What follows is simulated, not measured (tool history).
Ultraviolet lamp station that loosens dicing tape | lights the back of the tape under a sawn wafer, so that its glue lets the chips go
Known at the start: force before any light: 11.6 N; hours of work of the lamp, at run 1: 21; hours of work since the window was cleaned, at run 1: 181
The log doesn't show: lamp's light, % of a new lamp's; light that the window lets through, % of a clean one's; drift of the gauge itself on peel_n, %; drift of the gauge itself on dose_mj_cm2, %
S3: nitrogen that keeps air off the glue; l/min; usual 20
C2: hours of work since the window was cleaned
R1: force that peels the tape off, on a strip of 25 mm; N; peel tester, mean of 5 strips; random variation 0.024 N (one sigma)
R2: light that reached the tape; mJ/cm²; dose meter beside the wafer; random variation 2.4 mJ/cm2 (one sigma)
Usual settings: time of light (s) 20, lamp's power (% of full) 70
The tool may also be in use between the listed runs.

{"run": 1, "hour": 0.0, "time of light (s)": 20, "lamp's power (% of full)": 70, "S3": 20, "hours of work of the lamp": 21, "C2": 181, "R1": 1.404, "R2": 257}
{"run": 2, "hour": 11.6, "time of light (s)": 20, "lamp's power (% of full)": 70, "S3": 20, "hours of work of the lamp": 29, "C2": 189, "R1": 1.472, "R2": 251}
{"run": 3, "hour": 22.7, "time of light (s)": 20, "lamp's power (% of full)": 70, "S3": 20, "hours of work of the lamp": 36, "C2": 196, "R1": 1.464, "R2": 250}
{"run": 4, "hour": 34.0, "time of light (s)": 20, "lamp's power (% of full)": 70, "S3": 7, "hours of work of the lamp": 44, "C2": 204, "R1": 2.373, "R2": 246}
{"run": 5, "hour": 42.0, "time of light (s)": 20, "lamp's power (% of full)": 70, "S3": 7, "hours of work of the lamp": 50, "C2": 209, "R1": 2.38, "R2": 246}
{"hour": 47.7, "done": "window cleaned of glue's vapour"}
{"run": 6, "hour": 48.8, "time of light (s)": 20, "lamp's power (% of full)": 70, "S3": 7, "hours of work of the lamp": 54, "C2": 1, "R1": 1.957, "R2": 276}
{"run": 7, "hour": 60.3, "time of light (s)": 20, "lamp's power (% of full)": 70, "S3": 7, "hours of work of the lamp": 62, "C2": 8, "R1": 2.049, "R2": 274}
{"run": 8, "hour": 69.1, "time of light (s)": 20, "lamp's power (% of full)": 70, "S3": 7, "hours of work of the lamp": 67, "C2": 14, "R1": 2.027, "R2": 272}
{"run": 9, "hour": 74.1, "time of light (s)": 22, "lamp's power (% of full)": 70, "S3": 7, "hours of work of the lamp": 71, "C2": 18, "R1": 1.839, "R2": 301}
{"run": 10, "hour": 81.5, "time of light (s)": 20, "lamp's power (% of full)": 64, "S3": 20, "hours of work of the lamp": 76, "C2": 23, "R1": 1.54, "R2": 248}
{"run": 11, "hour": 86.7, "time of light (s)": 24, "lamp's power (% of full)": 99, "S3": 20, "hours of work of the lamp": 79, "C2": 26, "R1": 0.398, "R2": 462}
{"run": 12, "hour": 96.3, "time of light (s)": 24, "lamp's power (% of full)": 91, "S3": 20, "hours of work of the lamp": 86, "C2": 33, "R1": 0.487, "R2": 424}
{"run": 13, "hour": 107.3, "time of light (s)": 20, "lamp's power (% of full)": 94, "S3": 20, "hours of work of the lamp": 93, "C2": 40, "R1": 0.661, "R2": 363}
{"run": 14, "hour": 112.4, "time of light (s)": 20, "lamp's power (% of full)": 70, "S3": 8, "hours of work of the lamp": 97, "C2": 44, "R1": 1.999, "R2": 271}
{"run": 15, "hour": 121.5, "time of light (s)": 20, "lamp's power (% of full)": 70, "S3": 8, "hours of work of the lamp": 103, "C2": 50, "R1": 1.991, "R2": 267}
{"run": 16, "hour": 127.7, "time of light (s)": 34, "lamp's power (% of full)": 70, "S3": 12, "hours of work of the lamp": 107, "C2": 54, "R1": 0.544, "R2": 455}
{"run": 17, "hour": 139.1, "time of light (s)": 34, "lamp's power (% of full)": 70, "S3": 12, "hours of work of the lamp": 115, "C2": 61, "R1": 0.543, "R2": 449}
{"run": 18, "hour": 146.9, "time of light (s)": 34, "lamp's power (% of full)": 70, "S3": 12, "hours of work of the lamp": 120, "C2": 67, "R1": 0.563, "R2": 445}
{"run": 19, "hour": 155.2, "time of light (s)": 34, "lamp's power (% of full)": 70, "S3": 12, "hours of work of the lamp": 125, "C2": 72, "R1": 0.546, "R2": 446}

Forecast each of these 4 alternatives for the next run:
{"run": "A", "hour": 160.4, "time of light (s)": 32, "lamp's power (% of full)": 70, "S3": 12, "hours of work of the lamp": 129, "C2": 76, "R1": "?", "R2": "?"}
{"run": "B", "hour": 160.4, "time of light (s)": 14, "lamp's power (% of full)": 82, "S3": 25, "hours of work of the lamp": 129, "C2": 76, "R1": "?", "R2": "?"}
{"run": "C", "hour": 160.4, "time of light (s)": 25, "lamp's power (% of full)": 70, "S3": 12, "hours of work of the lamp": 129, "C2": 76, "R1": "?", "R2": "?"}
{"run": "D", "hour": 160.4, "time of light (s)": 35, "lamp's power (% of full)": 75, "S3": 12, "hours of work of the lamp": 129, "C2": 76, "R1": "?", "R2": "?"}

run=A R1=0.655 R2=426
run=B R1=1.795 R2=215
run=C R1=1.099 R2=330
run=D R1=0.430 R2=496
Without the tool's hidden state the same runs would have given:
run=A R1=0.559 R2=456
run=B R1=1.587 R2=230
run=C R1=0.952 R2=353
run=D R1=0.370 R2=531

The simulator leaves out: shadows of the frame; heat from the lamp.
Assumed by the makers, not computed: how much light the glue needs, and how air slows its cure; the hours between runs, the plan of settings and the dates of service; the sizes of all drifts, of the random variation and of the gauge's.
